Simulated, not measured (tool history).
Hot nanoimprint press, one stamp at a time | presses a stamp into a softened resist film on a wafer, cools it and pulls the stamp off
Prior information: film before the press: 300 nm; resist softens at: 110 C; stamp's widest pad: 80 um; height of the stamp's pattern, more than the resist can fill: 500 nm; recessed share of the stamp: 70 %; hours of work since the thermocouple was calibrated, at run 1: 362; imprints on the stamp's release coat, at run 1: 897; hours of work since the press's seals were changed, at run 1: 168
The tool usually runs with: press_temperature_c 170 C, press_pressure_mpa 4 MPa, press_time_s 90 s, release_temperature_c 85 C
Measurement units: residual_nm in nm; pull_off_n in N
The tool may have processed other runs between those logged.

| run | hour | press_temperature_c | press_pressure_mpa | press_time_s | release_temperature_c | hours of work since the thermocouple was calibrated | imprints on the stamp's release coat | hours of work since the press's seals were changed | residual_nm | pull_off_n |
|---|---|---|---|---|---|---|---|---|---|---|
| 1 | 0 | 170 | 4 | 90 | 85 | 362 | 897 | 168 | 142.2 | 258 |
| 2 | 24.8 | 170 | 4 | 90 | 85 | 373 | 931 | 179 | 142.5 | 256 |
| 3 | 40 | 170 | 4 | 90 | 85 | 380 | 952 | 186 | 143.7 | 261 |
|  | 56 | stamp cleaned and given a new release coat |
| 4 | 63.3 | 170 | 4 | 90 | 85 | 387 | 10 | 193 | 139.7 | 240 |
| 5 | 75.8 | 170 | 4 | 90 | 85 | 393 | 27 | 199 | 142.4 | 236 |
| 6 | 86.6 | 175 | 4 | 90 | 85 | 398 | 42 | 204 | 110.7 | 235 |
| 7 | 103.4 | 175 | 4 | 90 | 85 | 405 | 66 | 211 | 110.3 | 237 |
| 8 | 122.3 | 170 | 3.61 | 90 | 85 | 413 | 92 | 219 | 148.9 | 243 |
| 9 | 137.4 | 170 | 4 | 90 | 85 | 420 | 113 | 226 | 144.8 | 243 |
|  | 154.4 | plate thermocouple calibrated |
| 10 | 157.9 | 170 | 4 | 166 | 85 | 2 | 137 | 234 | 124.1 | 250 |
| 11 | 174.2 | 170 | 4 | 166 | 85 | 9 | 159 | 241 | 122.6 | 249 |
| 12 | 187.7 | 170 | 4 | 166 | 85 | 15 | 178 | 247 | 121.8 | 245 |
| 13 | 212 | 170 | 6.28 | 90 | 85 | 26 | 212 | 258 | 125.4 | 252 |
| 14 | 222.9 | 170 | 6.28 | 90 | 85 | 30 | 227 | 263 | 124.7 | 256 |
|  | 227.9 | plate thermocouple calibrated, once more |
| 15 | 242.7 | 170 | 6.28 | 90 | 85 | 7 | 250 | 270 | 107.7 | 237 |
| 16 | 260.3 | 180 | 5.86 | 90 | 88 | 14 | 275 | 278 | 65.4 | 223 |

Expected results for the next run?
| 17 | 274.9 | 180 | 5.86 | 90 | 88 | 21 | 295 | 284 | ? | ? |

Run 17 measured residual_nm 63.7 nm, pull_off_n 225 N.
With the hidden condition absent and the run-to-run variation left alone, this run would have shown residual_nm 62.2 nm, pull_off_n 217 N.
